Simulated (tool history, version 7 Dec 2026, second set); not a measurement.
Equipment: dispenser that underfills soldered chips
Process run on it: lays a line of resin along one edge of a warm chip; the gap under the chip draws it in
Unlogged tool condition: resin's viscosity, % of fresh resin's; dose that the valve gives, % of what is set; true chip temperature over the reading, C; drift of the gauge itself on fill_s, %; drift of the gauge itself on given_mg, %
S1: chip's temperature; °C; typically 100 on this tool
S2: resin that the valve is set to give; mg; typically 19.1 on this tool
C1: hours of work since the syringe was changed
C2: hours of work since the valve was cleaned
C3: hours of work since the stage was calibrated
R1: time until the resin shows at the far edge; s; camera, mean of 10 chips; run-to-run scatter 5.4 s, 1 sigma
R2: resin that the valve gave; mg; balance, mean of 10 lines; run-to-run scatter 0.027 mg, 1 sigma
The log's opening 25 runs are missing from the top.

At day 8.321: new syringe of resin.
Run 26, day 8.408: usual settings but S1 103 °C, S2 20.5 mg; C1 1; C2 54; C3 271. Result: R1 492.4 s, R2 20.14 mg.
Run 27, day 8.758: usual settings but S1 103 °C, S2 20.5 mg; C1 7; C2 59; C3 276. Result: R1 604.3 s, R2 20.05 mg.
At day 8.921: new syringe of resin.
At day 9.038: dispensing valve cleaned and set on the balance.
Run 28, day 9.121: usual settings but S1 90 °C, S2 16.9 mg; C1 2; C2 1; C3 281. Result: R1 886.8 s, R2 16.92 mg.
Run 29, day 9.508: usual settings but S1 90 °C, S2 16.9 mg; C1 8; C2 7; C3 287. Result: R1 1115.5 s, R2 16.86 mg.
At day 9.546: new syringe of resin.
Run 30, day 9.804: usual settings but S1 109 °C, S2 22.2 mg; C1 4; C2 12; C3 291. Result: R1 439.6 s, R2 22.1 mg.
Run 31, day 10.05: usual settings but S1 114 °C, S2 22.2 mg; C1 8; C2 15; C3 295. Result: R1 424.5 s, R2 22.11 mg.
At day 10.125: new syringe of resin.
Run 32, day 10.45: usual settings but S1 114 °C, S2 22.2 mg; C1 5; C2 21; C3 301. Result: R1 355.3 s, R2 22.01 mg.
At day 10.696: new syringe of resin.
Run 33, day 10.85: usual settings but S2 20.9 mg; C1 2; C2 27; C3 307. Result: R1 565.1 s, R2 20.71 mg.
Run 34, day 11.058: usual settings but S1 93 °C, S2 19.7 mg; C1 6; C2 31; C3 310. Result: R1 837.5 s, R2 19.46 mg.
At day 11.283: new syringe of resin.
Run 35, day 11.367: usual settings but S1 87 °C, S2 23.9 mg; C1 1; C2 35; C3 315. Result: R1 878.8 s, R2 23.59 mg.

3 ways to go on from here, each from the tool as it stands after run 35. What would each give?
Run A, day 11.792: usual settings but S1 90 °C, S2 23.9 mg; C1 8; C2 42; C3 321. Result: R1 ?, R2 ?.
Run B, day 11.792: usual settings but S1 87 °C, S2 20.4 mg; C1 8; C2 42; C3 321. Result: R1 ?, R2 ?.
Run C, day 11.792: usual settings but S1 87 °C, S2 22.8 mg; C1 8; C2 42; C3 321. Result: R1 ?, R2 ?.

run      R1     R2
  A    1007  23.55
  B  1160.3  20.15
  C  1148.7  22.47
Without the tool's unlogged condition, the same runs would have read:
run     R1     R2
  A  766.5  23.91
  B  882.4  20.45
  C  874.5  22.82
